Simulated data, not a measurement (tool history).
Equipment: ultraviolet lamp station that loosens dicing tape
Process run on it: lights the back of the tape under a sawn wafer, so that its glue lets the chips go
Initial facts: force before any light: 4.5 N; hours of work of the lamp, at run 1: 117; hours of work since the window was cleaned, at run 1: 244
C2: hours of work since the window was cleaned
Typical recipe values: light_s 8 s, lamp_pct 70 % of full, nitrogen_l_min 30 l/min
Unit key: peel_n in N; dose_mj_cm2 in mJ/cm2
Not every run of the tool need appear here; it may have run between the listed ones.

run 1 hour=0.0 | light_s=8 lamp_pct=70 nitrogen_l_min=30 | hours_of_work_of_the_lamp=117 C2=244 | peel_n=0.438 dose_mj_cm2=373
run 2 hour=21.3 | light_s=8 lamp_pct=71 nitrogen_l_min=30 | hours_of_work_of_the_lamp=126 C2=253 | peel_n=0.417 dose_mj_cm2=372
run 3 hour=43.3 | light_s=7 lamp_pct=70 nitrogen_l_min=30 | hours_of_work_of_the_lamp=135 C2=263 | peel_n=0.575 dose_mj_cm2=320
run 4 hour=61.4 | light_s=7 lamp_pct=70 nitrogen_l_min=30 | hours_of_work_of_the_lamp=143 C2=271 | peel_n=0.564 dose_mj_cm2=318
run 5 hour=72.6 | light_s=7 lamp_pct=70 nitrogen_l_min=30 | hours_of_work_of_the_lamp=148 C2=275 | peel_n=0.563 dose_mj_cm2=318
run 6 hour=83.2 | light_s=9 lamp_pct=70 nitrogen_l_min=30 | hours_of_work_of_the_lamp=152 C2=280 | peel_n=0.347 dose_mj_cm2=408
run 7 hour=95.2 | light_s=9 lamp_pct=70 nitrogen_l_min=30 | hours_of_work_of_the_lamp=157 C2=285 | peel_n=0.360 dose_mj_cm2=404
run 8 hour=109.7 | light_s=8 lamp_pct=70 nitrogen_l_min=14 | hours_of_work_of_the_lamp=164 C2=291 | peel_n=0.637 dose_mj_cm2=359
run 9 hour=126.0 | light_s=8 lamp_pct=70 nitrogen_l_min=14 | hours_of_work_of_the_lamp=171 C2=298 | peel_n=0.636 dose_mj_cm2=355
run 10 hour=136.6 | light_s=8 lamp_pct=70 nitrogen_l_min=14 | hours_of_work_of_the_lamp=175 C2=303 | peel_n=0.658 dose_mj_cm2=354
run 11 hour=146.5 | light_s=8 lamp_pct=70 nitrogen_l_min=14 | hours_of_work_of_the_lamp=179 C2=307 | peel_n=0.673 dose_mj_cm2=350
run 12 hour=167.4 | light_s=4 lamp_pct=95 nitrogen_l_min=12 | hours_of_work_of_the_lamp=188 C2=316 | peel_n=1.226 dose_mj_cm2=239
-- hour=169.2 window cleaned of glue's vapour
run 13 hour=184.6 | light_s=6 lamp_pct=70 nitrogen_l_min=30 | hours_of_work_of_the_lamp=195 C2=7 | peel_n=0.820 dose_mj_cm2=260
run 14 hour=200.5 | light_s=6 lamp_pct=70 nitrogen_l_min=30 | hours_of_work_of_the_lamp=202 C2=13 | peel_n=0.805 dose_mj_cm2=258
-- hour=205.0 window cleaned of glue's vapour, once more
run 15 hour=212.6 | light_s=15 lamp_pct=72 nitrogen_l_min=13 | hours_of_work_of_the_lamp=207 C2=3 | peel_n=0.174 dose_mj_cm2=720
run 16 hour=228.4 | light_s=4 lamp_pct=94 nitrogen_l_min=30 | hours_of_work_of_the_lamp=214 C2=10 | peel_n=0.866 dose_mj_cm2=249
run 17 hour=242.6 | light_s=4 lamp_pct=94 nitrogen_l_min=30 | hours_of_work_of_the_lamp=220 C2=16 | peel_n=0.859 dose_mj_cm2=244
run 18 hour=255.8 | light_s=14 lamp_pct=99 nitrogen_l_min=30 | hours_of_work_of_the_lamp=226 C2=22 | peel_n=0.117 dose_mj_cm2=909
run 19 hour=266.0 | light_s=8 lamp_pct=70 nitrogen_l_min=42 | hours_of_work_of_the_lamp=230 C2=26 | peel_n=0.396 dose_mj_cm2=364

Predict each of these 3 candidate next runs independently; none follows another, all start after run 19:
run A hour=276.7 | light_s=8 lamp_pct=70 nitrogen_l_min=12 | hours_of_work_of_the_lamp=235 C2=31 | peel_n=? dose_mj_cm2=?
run B hour=276.7 | light_s=4 lamp_pct=79 nitrogen_l_min=9 | hours_of_work_of_the_lamp=235 C2=31 | peel_n=? dose_mj_cm2=?
run C hour=276.7 | light_s=8 lamp_pct=91 nitrogen_l_min=27 | hours_of_work_of_the_lamp=235 C2=31 | peel_n=? dose_mj_cm2=?

run=A peel_n=0.664 dose_mj_cm2=363
run=B peel_n=1.699 dose_mj_cm2=209
run=C peel_n=0.277 dose_mj_cm2=473
Had the tool no hidden state, the same runs would have come out as:
run=A peel_n=0.500 dose_mj_cm2=424
run=B peel_n=1.438 dose_mj_cm2=243
run=C peel_n=0.207 dose_mj_cm2=552

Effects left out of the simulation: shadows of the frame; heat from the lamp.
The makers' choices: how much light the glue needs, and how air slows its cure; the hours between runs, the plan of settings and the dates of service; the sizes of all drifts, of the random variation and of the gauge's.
